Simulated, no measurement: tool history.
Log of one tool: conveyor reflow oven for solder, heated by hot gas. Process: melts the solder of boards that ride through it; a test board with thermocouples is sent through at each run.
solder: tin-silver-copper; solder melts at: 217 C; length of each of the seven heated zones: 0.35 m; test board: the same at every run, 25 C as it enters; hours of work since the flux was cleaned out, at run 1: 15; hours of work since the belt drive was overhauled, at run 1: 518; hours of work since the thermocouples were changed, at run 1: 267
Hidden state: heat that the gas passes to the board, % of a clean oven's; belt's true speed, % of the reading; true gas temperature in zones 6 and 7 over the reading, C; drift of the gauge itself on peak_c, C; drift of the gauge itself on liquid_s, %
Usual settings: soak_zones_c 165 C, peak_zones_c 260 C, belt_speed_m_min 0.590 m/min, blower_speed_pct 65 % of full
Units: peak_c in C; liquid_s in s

| run | day | soak_zones_c | peak_zones_c | belt_speed_m_min | blower_speed_pct | hours of work since the flux was cleaned out | hours of work since the belt drive was overhauled | hours of work since the thermocouples were changed | peak_c | liquid_s |
|---|---|---|---|---|---|---|---|---|---|---|
| 1 | 0.000 | 165 | 260 | 0.590 | 65 | 15 | 518 | 267 | 247.7 | 49.1 |
| 2 | 0.608 | 165 | 260 | 0.590 | 74 | 22 | 525 | 274 | 248.6 | 51.3 |
| 3 | 1.571 | 165 | 260 | 0.590 | 65 | 34 | 537 | 286 | 246.9 | 49.1 |
| 4 | 2.496 | 165 | 260 | 0.590 | 65 | 45 | 548 | 297 | 247.9 | 48.6 |
| 5 | 3.358 | 165 | 260 | 0.590 | 65 | 55 | 558 | 307 | 247.0 | 49.6 |
| 6 | 4.100 | 165 | 260 | 0.590 | 65 | 64 | 567 | 316 | 246.8 | 48.9 |
| 7 | 4.783 | 165 | 260 | 0.590 | 65 | 72 | 575 | 324 | 246.6 | 49.3 |
| 8 | 5.729 | 174 | 260 | 0.590 | 65 | 83 | 587 | 335 | 248.3 | 52.6 |
| 9 | 6.696 | 174 | 260 | 0.590 | 65 | 95 | 598 | 347 | 248.2 | 53.4 |
| 10 | 7.454 | 174 | 260 | 0.590 | 65 | 104 | 607 | 356 | 248.0 | 52.6 |
| 11 | 8.283 | 174 | 260 | 0.590 | 65 | 114 | 617 | 366 | 247.4 | 52.7 |
| 12 | 8.850 | 174 | 260 | 0.590 | 65 | 121 | 624 | 373 | 247.6 | 52.5 |
| 13 | 9.529 | 174 | 260 | 0.590 | 65 | 129 | 632 | 381 | 247.7 | 51.9 |
| 14 | 10.150 | 174 | 260 | 0.590 | 65 | 136 | 639 | 388 | 247.3 | 52.1 |
| 15 | 10.700 | 154 | 274 | 0.590 | 65 | 143 | 646 | 395 | 257.3 | 53.3 |
| 16 | 11.662 | 154 | 274 | 0.590 | 65 | 154 | 658 | 406 | 257.4 | 52.5 |
| 17 | 12.121 | 178 | 249 | 0.590 | 66 | 160 | 663 | 412 | 238.4 | 46.5 |
| 18 | 12.592 | 178 | 266 | 0.607 | 53 | 165 | 669 | 417 | 250.0 | 53.1 |
| 19 | 13.654 | 165 | 258 | 0.518 | 65 | 178 | 681 | 430 | 247.6 | 57.7 |
| 20 | 14.596 | 165 | 258 | 0.518 | 65 | 189 | 693 | 441 | 247.5 | 57.8 |
| 21 | 15.100 | 175 | 258 | 0.518 | 65 | 195 | 699 | 448 | 247.7 | 61.9 |
| 22 | 16.183 | 165 | 274 | 0.590 | 51 | 208 | 712 | 460 | 255.4 | 53.4 |
| 23 | 16.662 | 165 | 274 | 0.590 | 51 | 214 | 717 | 466 | 255.2 | 53.4 |
| 24 | 17.375 | 165 | 255 | 0.590 | 51 | 223 | 726 | 475 | 237.8 | 40.4 |
| 25 | 18.021 | 165 | 260 | 0.536 | 88 | 230 | 734 | 482 | 250.6 | 59.5 |
| 26 | 18.704 | 171 | 260 | 0.536 | 88 | 238 | 742 | 491 | 251.5 | 62.1 |
| 27 | 19.667 | 165 | 264 | 0.557 | 60 | 250 | 753 | 502 | 249.4 | 54.5 |

Hidden state or all else? Some run-to-run changes of peak_c, split into what the settings, what came in and random variation would give without the hidden state, and what is left for the hidden state (with any gauge scatter that isn't in both results):
Run 4 -> 5: no setting changed, nothing entered. peak_c -0.9 C: hidden state -0.2, all else -0.7.
Run 16 -> 17: soak_zones_c 154 -> 178, peak_zones_c 274 -> 249, blower_speed_pct 65 -> 66. peak_c -19.0 C: hidden state +0.1, all else -19.1.
Run 23 -> 24: peak_zones_c 274 -> 255. peak_c -17.4 C: hidden state +0.0, all else -17.4.
Run 24 -> 25: peak_zones_c 255 -> 260, belt_speed_m_min 0.590 -> 0.536, blower_speed_pct 51 -> 88. peak_c +12.8 C: hidden state -0.4, all else +13.2.
